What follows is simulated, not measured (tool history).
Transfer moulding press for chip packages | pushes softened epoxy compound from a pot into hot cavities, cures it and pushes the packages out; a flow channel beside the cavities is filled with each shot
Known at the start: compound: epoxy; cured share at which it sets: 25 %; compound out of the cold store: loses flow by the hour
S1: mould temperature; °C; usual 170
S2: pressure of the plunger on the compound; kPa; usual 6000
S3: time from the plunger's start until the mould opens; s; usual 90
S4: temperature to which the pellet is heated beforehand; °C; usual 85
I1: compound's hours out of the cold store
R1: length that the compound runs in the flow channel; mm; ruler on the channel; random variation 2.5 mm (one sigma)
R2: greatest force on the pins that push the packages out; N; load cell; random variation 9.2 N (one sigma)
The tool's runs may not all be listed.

{"run": 1, "hour": 0.0, "S1": 170, "S2": 6000, "S3": 90, "S4": 85, "I1": 41.2, "R1": 581, "R2": 742}
{"hour": 13.1, "done": "cavities cleaned with cleaning compound and waxed"}
{"run": 2, "hour": 39.6, "S1": 170, "S2": 6000, "S3": 90, "S4": 78, "I1": 24.9, "R1": 607, "R2": 833}
{"run": 3, "hour": 62.2, "S1": 170, "S2": 6000, "S3": 90, "S4": 78, "I1": 38.9, "R1": 578, "R2": 828}
{"hour": 81.2, "done": "cavities cleaned with cleaning compound and waxed"}
{"run": 4, "hour": 91.7, "S1": 170, "S2": 6000, "S3": 90, "S4": 82, "I1": 8.5, "R1": 627, "R2": 593}
{"run": 5, "hour": 119.4, "S1": 170, "S2": 6000, "S3": 90, "S4": 82, "I1": 22.1, "R1": 595, "R2": 760}
{"hour": 140.5, "done": "plunger's sealing rings changed"}
{"hour": 151.4, "done": "cavities cleaned with cleaning compound and waxed"}
{"run": 6, "hour": 156.8, "S1": 170, "S2": 6000, "S3": 90, "S4": 85, "I1": 11.8, "R1": 658, "R2": 512}
{"run": 7, "hour": 197.4, "S1": 170, "S2": 6000, "S3": 90, "S4": 85, "I1": 21.8, "R1": 636, "R2": 749}
{"hour": 222.2, "done": "cavities cleaned with cleaning compound and waxed"}
{"run": 8, "hour": 237.7, "S1": 170, "S2": 6000, "S3": 90, "S4": 85, "I1": 44.7, "R1": 591, "R2": 600}
{"hour": 265.8, "done": "cavities cleaned with cleaning compound and waxed, once more"}
{"run": 9, "hour": 285.1, "S1": 175, "S2": 6000, "S3": 90, "S4": 85, "I1": 21.8, "R1": 611, "R2": 521}
{"run": 10, "hour": 304.1, "S1": 175, "S2": 6000, "S3": 90, "S4": 85, "I1": 40.7, "R1": 576, "R2": 596}
{"hour": 334.5, "done": "cavities cleaned with cleaning compound and waxed"}
{"run": 11, "hour": 347.4, "S1": 170, "S2": 6000, "S3": 90, "S4": 85, "I1": 9.4, "R1": 638, "R2": 607}
{"run": 12, "hour": 367.1, "S1": 170, "S2": 6020, "S3": 90, "S4": 85, "I1": 10.2, "R1": 638, "R2": 746}
{"hour": 405.2, "done": "cavities cleaned with cleaning compound and waxed"}
{"run": 13, "hour": 412.4, "S1": 170, "S2": 6000, "S3": 90, "S4": 85, "I1": 15.5, "R1": 616, "R2": 566}
{"run": 14, "hour": 433.7, "S1": 174, "S2": 6000, "S3": 90, "S4": 85, "I1": 27.3, "R1": 587, "R2": 579}
{"hour": 473.0, "done": "cavities cleaned with cleaning compound and waxed"}
{"run": 15, "hour": 477.4, "S1": 174, "S2": 6690, "S3": 102, "S4": 85, "I1": 17.6, "R1": 629, "R2": 381}
{"run": 16, "hour": 498.4, "S1": 174, "S2": 6690, "S3": 102, "S4": 84, "I1": 13.2, "R1": 634, "R2": 531}
{"hour": 509.2, "done": "plunger's sealing rings changed"}
{"run": 17, "hour": 530.3, "S1": 174, "S2": 6600, "S3": 102, "S4": 86, "I1": 46.4, "R1": 613, "R2": 621}
{"hour": 546.8, "done": "cavities cleaned with cleaning compound and waxed"}
{"run": 18, "hour": 571.2, "S1": 173, "S2": 5110, "S3": 113, "S4": 78, "I1": 21.4, "R1": 583, "R2": 511}
{"hour": 614.4, "done": "cavities cleaned with cleaning compound and waxed"}
{"run": 19, "hour": 614.4, "S1": 173, "S2": 5110, "S3": 113, "S4": 78, "I1": 32.6, "R1": 560, "R2": 353}
{"run": 20, "hour": 637.9, "S1": 175, "S2": 7270, "S3": 126, "S4": 85, "I1": 14.4, "R1": 692, "R2": 520}
{"run": 21, "hour": 680.3, "S1": 175, "S2": 5540, "S3": 89, "S4": 85, "I1": 34.5, "R1": 565, "R2": 693}
{"hour": 686.0, "done": "cavities cleaned with cleaning compound and waxed"}
{"run": 22, "hour": 708.7, "S1": 175, "S2": 5540, "S3": 89, "S4": 85, "I1": 31.3, "R1": 568, "R2": 536}
{"run": 23, "hour": 731.7, "S1": 175, "S2": 5540, "S3": 89, "S4": 85, "I1": 28.5, "R1": 563, "R2": 640}
{"hour": 753.7, "done": "cavities cleaned with cleaning compound and waxed"}
{"run": 24, "hour": 761.1, "S1": 168, "S2": 5090, "S3": 79, "S4": 85, "I1": 43.2, "R1": 531, "R2": 842}
{"run": 25, "hour": 794.7, "S1": 168, "S2": 5090, "S3": 79, "S4": 85, "I1": 28.2, "R1": 551, "R2": 1190}
{"hour": 824.1, "done": "cavities cleaned with cleaning compound and waxed"}
{"run": 26, "hour": 828.9, "S1": 167, "S2": 5860, "S3": 74, "S4": 83, "I1": 31.3, "R1": 585, "R2": 1068}
{"run": 27, "hour": 865.3, "S1": 173, "S2": 5800, "S3": 80, "S4": 93, "I1": 41.8, "R1": 544, "R2": 772}

Forecast run 28:
{"hour": 873.3, "done": "plunger's sealing rings changed"}
{"hour": 894.4, "done": "cavities cleaned with cleaning compound and waxed"}
{"run": 28, "hour": 911.7, "S1": 175, "S2": 6650, "S3": 80, "S4": 80, "I1": 35.5, "R1": "?", "R2": "?"}

{"run 28": {"R1": 637, "R2": 612}}
Without the tool's hidden state the same run would have given R1 638 mm, R2 403 N.
